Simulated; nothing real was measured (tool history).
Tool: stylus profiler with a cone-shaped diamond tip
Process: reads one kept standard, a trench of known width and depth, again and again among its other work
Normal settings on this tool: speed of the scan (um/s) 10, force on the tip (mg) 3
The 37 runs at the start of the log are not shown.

| run | hour | speed of the scan (um/s) | force on the tip (mg) | scans with this tip | hours of work since the height scale was calibrated | depth of the trench (nm) | width of the trench's floor (um) |
|---|---|---|---|---|---|---|---|
| 38 | 1225.4 | 39 | 1.6 | 7064 | 148 | 506.59 | 46.77 |
| 39 | 1271.7 | 10 | 2.26 | 7260 | 179 | 508.25 | 46.76 |
| 40 | 1319.5 | 32 | 3.89 | 7462 | 212 | 511.78 | 46.79 |
| 41 | 1347.1 | 4 | 6.64 | 7579 | 231 | 516.71 | 46.85 |
| 42 | 1369.7 | 15 | 4.59 | 7675 | 246 | 513.14 | 46.82 |
| 43 | 1414.4 | 7 | 8.52 | 7864 | 277 | 519.75 | 46.84 |
| 44 | 1445.3 | 7 | 8.52 | 7995 | 298 | 519.75 | 46.82 |
| 45 | 1475.8 | 2 | 1.23 | 8124 | 319 | 505.66 | 46.83 |
| 46 | 1516.2 | 25 | 1.08 | 8295 | 346 | 505.16 | 46.7 |

4 ways to go on from here, each from the tool as it stands after run 46. What would each give?
| A | 1554 | 5 | 1.55 | 8455 | 372 | ? | ? |
| B | 1554 | 7 | 6.12 | 8455 | 372 | ? | ? |
| C | 1554 | 9 | 6 | 8455 | 372 | ? | ? |
| D | 1554 | 6 | 4.62 | 8455 | 372 | ? | ? |

| run | depth of the trench (nm) | width of the trench's floor (um) |
|---|---|---|
| A | 506.49 | 46.82 |
| B | 515.85 | 46.79 |
| C | 515.69 | 46.77 |
| D | 513.26 | 46.8 |
With the hidden condition removed and each run's random variation left untouched, the same runs would have given:
| run | depth of the trench (nm) | width of the trench's floor (um) |
|---|---|---|
| A | 506.2 | 47.35 |
| B | 515.55 | 47.32 |
| C | 515.39 | 47.3 |
| D | 512.96 | 47.33 |

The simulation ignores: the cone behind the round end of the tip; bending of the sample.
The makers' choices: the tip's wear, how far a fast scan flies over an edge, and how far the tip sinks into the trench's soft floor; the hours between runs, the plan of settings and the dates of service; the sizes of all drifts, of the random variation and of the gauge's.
